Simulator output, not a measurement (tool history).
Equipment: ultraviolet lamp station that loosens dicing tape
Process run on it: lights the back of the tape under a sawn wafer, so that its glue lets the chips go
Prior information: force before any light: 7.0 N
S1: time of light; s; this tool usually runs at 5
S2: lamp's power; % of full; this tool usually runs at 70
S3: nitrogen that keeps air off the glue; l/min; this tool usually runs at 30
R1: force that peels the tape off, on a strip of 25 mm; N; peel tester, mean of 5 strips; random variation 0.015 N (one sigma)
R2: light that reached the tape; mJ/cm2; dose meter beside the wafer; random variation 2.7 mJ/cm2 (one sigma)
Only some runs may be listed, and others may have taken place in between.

run 1 hour=0.0 | S1=5 S2=70 S3=30 | R1=0.813 R2=348
run 2 hour=27.6 | S1=4 S2=70 S3=30 | R1=1.208 R2=279
run 3 hour=43.9 | S1=4 S2=70 S3=30 | R1=1.233 R2=277
run 4 hour=70.0 | S1=5 S2=70 S3=30 | R1=0.872 R2=341
run 5 hour=82.8 | S1=5 S2=70 S3=30 | R1=0.875 R2=337
run 6 hour=96.9 | S1=5 S2=70 S3=53 | R1=0.593 R2=337
run 7 hour=118.0 | S1=6 S2=70 S3=53 | R1=0.428 R2=398
run 8 hour=144.2 | S1=6 S2=70 S3=53 | R1=0.452 R2=390
run 9 hour=164.1 | S1=6 S2=70 S3=53 | R1=0.472 R2=394
run 10 hour=182.2 | S1=5 S2=70 S3=30 | R1=0.946 R2=326
run 11 hour=196.0 | S1=5 S2=70 S3=30 | R1=0.889 R2=317
run 12 hour=217.2 | S1=5 S2=70 S3=30 | R1=0.923 R2=325
run 13 hour=241.8 | S1=4 S2=70 S3=30 | R1=1.407 R2=250
run 14 hour=263.7 | S1=4 S2=70 S3=30 | R1=1.421 R2=251
run 15 hour=279.3 | S1=5 S2=70 S3=30 | R1=0.963 R2=313
run 16 hour=300.1 | S1=5 S2=70 S3=30 | R1=1.016 R2=312
run 17 hour=311.3 | S1=5 S2=70 S3=30 | R1=0.989 R2=305
-- hour=313.2 window cleaned of glue's vapour
run 18 hour=330.8 | S1=5 S2=70 S3=30 | R1=1.103 R2=296
run 19 hour=350.2 | S1=5 S2=70 S3=30 | R1=1.105 R2=291
run 20 hour=363.4 | S1=5 S2=70 S3=30 | R1=1.102 R2=290
-- hour=372.7 window cleaned of glue's vapour, once more
run 21 hour=386.5 | S1=5 S2=70 S3=30 | R1=0.828 R2=349
run 22 hour=412.1 | S1=5 S2=88 S3=30 | R1=0.543 R2=436
run 23 hour=439.2 | S1=5 S2=70 S3=16 | R1=1.264 R2=345
run 24 hour=457.1 | S1=6 S2=78 S3=10 | R1=1.129 R2=452
run 25 hour=471.6 | S1=5 S2=70 S3=52 | R1=0.592 R2=339
run 26 hour=494.4 | S1=2 S2=81 S3=37 | R1=2.357 R2=155
run 27 hour=507.2 | S1=2 S2=81 S3=37 | R1=2.301 R2=155
run 28 hour=524.7 | S1=4 S2=81 S3=37 | R1=0.883 R2=307
run 29 hour=545.6 | S1=6 S2=70 S3=30 | R1=0.663 R2=398
run 30 hour=570.9 | S1=6 S2=92 S3=9 | R1=1.028 R2=512
run 31 hour=590.9 | S1=4 S2=88 S3=24 | R1=1.073 R2=328
run 32 hour=607.0 | S1=4 S2=64 S3=20 | R1=1.836 R2=234
run 33 hour=625.0 | S1=5 S2=99 S3=13 | R1=0.956 R2=452
run 34 hour=644.4 | S1=5 S2=77 S3=13 | R1=1.476 R2=342
run 35 hour=656.5 | S1=3 S2=60 S3=47 | R1=2.004 R2=160
run 36 hour=679.1 | S1=5 S2=96 S3=30 | R1=0.585 R2=431
run 37 hour=697.4 | S1=6 S2=96 S3=30 | R1=0.407 R2=512
run 38 hour=720.6 | S1=3 S2=68 S3=30 | R1=2.139 R2=181
run 39 hour=735.6 | S1=2 S2=61 S3=30 | R1=3.456 R2=104
run 40 hour=763.2 | S1=3 S2=61 S3=36 | R1=2.292 R2=157
run 41 hour=777.2 | S1=3 S2=68 S3=50 | R1=1.770 R2=180
run 42 hour=794.2 | S1=6 S2=70 S3=11 | R1=1.554 R2=359

What would each run have given without the hidden state, its run-to-run variation left as it was?
What the log doesn't record here: lamp's light, % of a new lamp's; light that the window lets through, % of a clean one's; drift of the gauge itself on peel_n, %; drift of the gauge itself on dose_mj_cm2, %.
run=1 R1=0.718 R2=373
run=2 R1=1.063 R2=302
run=3 R1=1.074 R2=302
run=4 R1=0.737 R2=375
run=5 R1=0.731 R2=372
run=6 R1=0.492 R2=374
run=7 R1=0.357 R2=446
run=8 R1=0.369 R2=442
run=9 R1=0.381 R2=450
run=10 R1=0.741 R2=374
run=11 R1=0.687 R2=367
run=12 R1=0.704 R2=378
run=13 R1=1.090 R2=294
run=14 R1=1.087 R2=298
run=15 R1=0.705 R2=374
run=16 R1=0.735 R2=375
run=17 R1=0.707 R2=370
run=18 R1=0.732 R2=374
run=19 R1=0.726 R2=372
run=20 R1=0.717 R2=373
run=21 R1=0.739 R2=372
run=22 R1=0.477 R2=469
run=23 R1=1.109 R2=375
run=24 R1=0.972 R2=495
run=25 R1=0.497 R2=373
run=26 R1=2.095 R2=173
run=27 R1=2.034 R2=173
run=28 R1=0.716 R2=346
run=29 R1=0.526 R2=452
run=30 R1=0.813 R2=586
run=31 R1=0.840 R2=379
run=32 R1=1.511 R2=272
run=33 R1=0.728 R2=529
run=34 R1=1.146 R2=404
run=35 R1=1.614 R2=190
run=36 R1=0.428 R2=515
run=37 R1=0.310 R2=615
run=38 R1=1.684 R2=219
run=39 R1=2.961 R2=127
run=40 R1=1.785 R2=194
run=41 R1=1.306 R2=223
run=42 R1=1.103 R2=449
